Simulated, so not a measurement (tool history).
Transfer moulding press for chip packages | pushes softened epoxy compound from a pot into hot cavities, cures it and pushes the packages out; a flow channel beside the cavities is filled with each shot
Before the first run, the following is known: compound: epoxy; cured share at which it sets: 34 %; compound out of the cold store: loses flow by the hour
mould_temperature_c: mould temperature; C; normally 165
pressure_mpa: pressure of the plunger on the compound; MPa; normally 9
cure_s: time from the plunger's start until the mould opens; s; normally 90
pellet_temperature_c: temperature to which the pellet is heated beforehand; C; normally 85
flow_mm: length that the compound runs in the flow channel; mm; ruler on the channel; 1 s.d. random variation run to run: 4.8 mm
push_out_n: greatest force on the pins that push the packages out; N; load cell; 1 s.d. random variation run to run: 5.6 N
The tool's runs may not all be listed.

run   hour  mould_temperature_c  pressure_mpa  cure_s  pellet_temperature_c  incoming compound's hours out of the cold store  flow_mm  push_out_n
  1      0                  165             9      90                    85                                             43.2      501         246
  2   22.6                  165             9      90                    85                                              9.6      554         320
  3   33.1                  165             9      90                    85                                             23.6      530         350
  4   51.5                  165             9      90                    85                                             37.3      502         344
  5   66.4                  165             9      85                    85                                               40      497         420
      85.7  -- cavities cleaned with cleaning compound and waxed
  6   90.2                  165             9      85                    90                                             20.7      541         252
  7  104.5                  165             9      85                    90                                              8.6      546         328
  8  126.4                  165             9      85                    90                                             16.3      528         368
  9    143                  165             9      85                    90                                               40      493         376
 10  152.9                  166             9      90                    85                                             35.1      508         351
 11  167.2                  166             9      90                    85                                             18.9      513         359
     180.7  -- cavities cleaned with cleaning compound and waxed
 12  181.8                  166             9      90                    80                                             42.9      482         200
 13  195.7                  166             9      90                    80                                             24.7      510         260
 14  212.7                  165          7.47      90                    85                                             12.9      479         338
 15  231.9                  165          7.47      90                    85                                             46.1      425         353
 16  244.9                  162          8.68      90                    85                                             40.1      483         415
     259.1  -- plunger's sealing rings changed
 17  260.9                  171          8.68      90                    91                                             43.4      485         306
 18  272.7                  163          8.21      90                    77                                             27.2      507         446
       277  -- cavities cleaned with cleaning compound and waxed
 19  291.2                  165             9     130                    88                                             20.7      533         225
 20  312.2                  165             9     130                    88                                             13.5      543         258
     327.3  -- mould's thermocouples calibrated
 21  335.6                  168          9.54      90                    88                                             24.7      529         315
 22  349.2                  160          7.46     117                    86                                             31.4      472         305
 23  367.8                  160          7.46     117                    86                                             33.9      469         318
     374.3  -- cavities cleaned with cleaning compound and waxed
 24    391                  165          9.53     127                    86                                             16.2      546         211
 25  411.4                  165          9.53     127                    86                                             19.6      535         256
 26    426                  165         10.15      95                    86                                             14.8      560         330
 27  439.2                  163           6.9      71                    93                                             14.6      470         658
 28  451.6                  166             9      90                    85                                             45.9      477         340
     468.1  -- cavities cleaned with cleaning compound and waxed
 29  473.4                  166             9     102                    85                                             31.8      493         193

A few steps of flow_mm between consecutive runs. Split each: what settings, incoming material and random variation would produce without the hidden state, and what is left over for the hidden state, along with gauge scatter present in only one of the two compared results (measured, and without hidden state):
Hidden state present: true mould temperature over the reading, C; pressure that reaches the compound, % of what is set; grip of the stained cavities, % over clean ones'; drift of the gauge itself on flow_mm, %; drift of the gauge itself on push_out_n, %.
Run 16 -> 17: mould_temperature_c 162 -> 171, pellet_temperature_c 85 -> 91, plunger's sealing rings changed. flow_mm +2 mm: hidden state +26, all else -24.
Run 20 -> 21: mould_temperature_c 165 -> 168, pressure_mpa 9 -> 9.54, cure_s 130 -> 90, mould's thermocouples calibrated. flow_mm -14 mm: hidden state -5, all else -9.
Run 23 -> 24: mould_temperature_c 160 -> 165, pressure_mpa 7.46 -> 9.53, cure_s 117 -> 127, cavities cleaned with cleaning compound and waxed. flow_mm +77 mm: hidden state -5, all else +82.
Run 26 -> 27: mould_temperature_c 165 -> 163, pressure_mpa 10.15 -> 6.9, cure_s 95 -> 71, pellet_temperature_c 86 -> 93. flow_mm -90 mm: hidden state +1, all else -91.

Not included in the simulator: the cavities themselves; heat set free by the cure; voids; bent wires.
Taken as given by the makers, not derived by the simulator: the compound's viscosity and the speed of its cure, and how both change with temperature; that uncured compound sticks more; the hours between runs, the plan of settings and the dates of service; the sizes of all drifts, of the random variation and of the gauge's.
